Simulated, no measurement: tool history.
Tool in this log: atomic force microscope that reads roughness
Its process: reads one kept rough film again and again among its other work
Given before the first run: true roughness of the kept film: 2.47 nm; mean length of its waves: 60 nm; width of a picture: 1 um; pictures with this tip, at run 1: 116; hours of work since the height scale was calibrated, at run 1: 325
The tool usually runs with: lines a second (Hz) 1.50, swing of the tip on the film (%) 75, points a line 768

run	hour	lines a second (Hz)	swing of the tip on the film (%)	points a line	pictures with this tip	hours of work since the height scale was calibrated	roughness of the kept film (nm (root mean square))
1	0.0	1.50	75	768	116	325	2.120
2	15.1	1.50	75	768	130	331	2.111
3	36.1	1.50	75	768	151	340	2.092
4	53.4	1.50	75	768	168	347	2.079
5	64.3	1.50	75	768	179	351	2.085
6	75.7	1.50	75	768	190	356	2.087
7	90.8	1.50	75	768	205	362	2.075
8	113.1	1.50	75	768	226	371	2.054
# hour 116.3: height scale calibrated on a step standard
9	126.2	1.50	72	768	238	4	2.094
10	137.9	3.65	63	768	250	9	2.023
11	157.7	0.63	75	315	269	17	2.171
12	180.9	0.63	75	315	292	27	2.162
13	198.4	1.12	75	768	309	34	2.076
# hour 206.7: height scale calibrated on a step standard, once more
# hour 218.2: new tip fitted
14	223.3	1.20	58	491	5	7	2.324
15	241.5	2.70	75	396	23	14	1.986
16	251.7	1.03	84	694	33	18	2.136
17	262.6	0.57	80	856	43	23	2.263

Below are 4 alternative next runs, each starting from the tool's condition after run 17. Predict each:
A	273.0	3.11	80	358	54	27	?
B	273.0	0.57	80	466	54	27	?
C	273.0	1.14	80	856	54	27	?
D	273.0	0.55	57	319	54	27	?

run	roughness of the kept film (nm (root mean square))
A	1.832
B	2.234
C	2.131
D	2.338
With the hidden condition removed and each run's random variation left untouched, the same runs would have given:
run	roughness of the kept film (nm (root mean square))
A	1.853
B	2.260
C	2.155
D	2.365

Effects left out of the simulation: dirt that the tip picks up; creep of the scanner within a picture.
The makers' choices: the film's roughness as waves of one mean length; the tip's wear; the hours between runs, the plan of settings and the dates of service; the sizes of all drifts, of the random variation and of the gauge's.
